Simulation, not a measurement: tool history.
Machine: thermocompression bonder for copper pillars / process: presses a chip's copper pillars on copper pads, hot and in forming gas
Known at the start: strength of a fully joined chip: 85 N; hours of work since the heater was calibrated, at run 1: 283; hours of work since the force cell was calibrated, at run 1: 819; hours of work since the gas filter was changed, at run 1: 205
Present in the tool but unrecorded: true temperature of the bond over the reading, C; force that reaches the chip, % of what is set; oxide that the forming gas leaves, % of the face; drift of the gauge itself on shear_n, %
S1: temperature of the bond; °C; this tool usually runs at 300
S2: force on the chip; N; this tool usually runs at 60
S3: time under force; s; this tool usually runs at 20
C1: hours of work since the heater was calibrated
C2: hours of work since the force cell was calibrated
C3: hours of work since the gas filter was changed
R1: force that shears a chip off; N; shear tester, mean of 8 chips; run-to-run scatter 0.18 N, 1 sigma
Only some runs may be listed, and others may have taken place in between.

run,day,S1,S2,S3,C1,C2,C3,R1
1,0.000,300,60,20,283,819,205,52.2
# day 0.179: forming gas filter changed
2,1.529,300,60,20,301,837,16,52.1
3,2.554,300,60,20,313,849,28,52.1
4,3.896,300,60,20,329,865,44,52.2
5,4.729,300,42,20,339,875,54,43.5
6,5.558,300,42,20,349,885,64,43.4
7,6.512,316,41,20,360,896,75,47.8
8,7.825,316,41,20,375,911,90,47.9
9,9.342,306,44,35,393,929,108,55.1
10,10.558,300,60,11,408,944,123,42.7
11,11.971,317,37,23,424,960,139,47.4

Consider 3 possible next runs. They are alternatives, not a sequence: every one starts from the tool as it was left by run 11. What does each give?
A,12.779,273,37,23,434,970,149,?
B,12.779,317,70,23,434,970,149,?
C,12.779,299,56,11,434,970,149,?

run,R1
A,33.7
B,62.7
C,40.7
What these runs would have given with no unlogged condition in the tool:
run,R1
A,34.3
B,63.8
C,41.4
